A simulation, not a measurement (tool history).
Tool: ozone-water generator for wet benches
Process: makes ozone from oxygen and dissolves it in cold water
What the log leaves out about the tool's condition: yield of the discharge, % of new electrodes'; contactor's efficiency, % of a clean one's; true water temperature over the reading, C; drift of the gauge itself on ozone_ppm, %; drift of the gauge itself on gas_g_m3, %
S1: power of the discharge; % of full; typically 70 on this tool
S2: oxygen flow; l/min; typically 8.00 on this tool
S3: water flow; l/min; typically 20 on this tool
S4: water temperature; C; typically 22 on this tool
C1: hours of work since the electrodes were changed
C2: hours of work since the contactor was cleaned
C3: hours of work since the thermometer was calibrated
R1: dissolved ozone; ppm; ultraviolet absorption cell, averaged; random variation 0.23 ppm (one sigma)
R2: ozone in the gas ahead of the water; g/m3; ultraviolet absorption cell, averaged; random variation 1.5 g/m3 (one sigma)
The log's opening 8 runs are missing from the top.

Run 9, hour 992.8: usual settings but S3 24 l/min; C1 4007; C2 95; C3 3030. Result: R1 28.2 ppm, R2 257.3 g/m3.
Run 10, hour 1097.8: usual settings but S3 24 l/min; C1 4087; C2 175; C3 3110. Result: R1 28.1 ppm, R2 256.4 g/m3.
At hour 1164.6: water thermometer calibrated.
Run 11, hour 1224.3: usual settings; C1 4183; C2 271; C3 46. Result: R1 32.6 ppm, R2 257.7 g/m3.
Run 12, hour 1315.8: usual settings; C1 4253; C2 341; C3 115. Result: R1 32.6 ppm, R2 257.2 g/m3.
Run 13, hour 1436.6: usual settings; C1 4345; C2 433; C3 207. Result: R1 32.2 ppm, R2 256.6 g/m3.
Run 14, hour 1571.3: usual settings; C1 4448; C2 536; C3 310. Result: R1 32.2 ppm, R2 258.3 g/m3.
Run 15, hour 1686.1: usual settings but S3 24 l/min; C1 4536; C2 624; C3 398. Result: R1 27.5 ppm, R2 255.4 g/m3.
Run 16, hour 1784.9: usual settings but S3 24 l/min; C1 4611; C2 699; C3 473. Result: R1 28.1 ppm, R2 257.1 g/m3.
Run 17, hour 1900.8: usual settings but S3 24 l/min; C1 4699; C2 787; C3 561. Result: R1 28.0 ppm, R2 255.5 g/m3.
Run 18, hour 1976.3: usual settings but S2 4.40 l/min, S4 21 C; C1 4757; C2 845; C3 619. Result: R1 31.6 ppm, R2 331.7 g/m3.
Run 19, hour 2156.2: usual settings but S1 59 % of full, S2 4.40 l/min, S3 27 l/min, S4 21 C; C1 4894; C2 982; C3 756. Result: R1 21.8 ppm, R2 302.3 g/m3.
Run 20, hour 2291.5: usual settings but S1 59 % of full, S2 12.31 l/min, S3 27 l/min, S4 21 C; C1 4997; C2 1085; C3 859. Result: R1 22.9 ppm, R2 192.3 g/m3.
Run 21, hour 2397.7: usual settings but S1 59 % of full, S2 12.31 l/min, S3 27 l/min, S4 21 C; C1 5078; C2 1166; C3 940. Result: R1 23.1 ppm, R2 189.8 g/m3.
Run 22, hour 2522.7: usual settings but S2 8.61 l/min; C1 5173; C2 1261; C3 1036. Result: R1 31.6 ppm, R2 243.9 g/m3.

What will run 23 give?
Run 23, hour 2622.0: usual settings but S1 82 % of full, S2 7.59 l/min, S3 28 l/min; C1 5249; C2 1337; C3 1111. Result: R1 ?, R2 ?.

R1: 26.4 ppm
R2: 282.3 g/m3
Minus the tool's unlogged condition, the same run would have read R1 29.1 ppm, R2 305.7 g/m3.
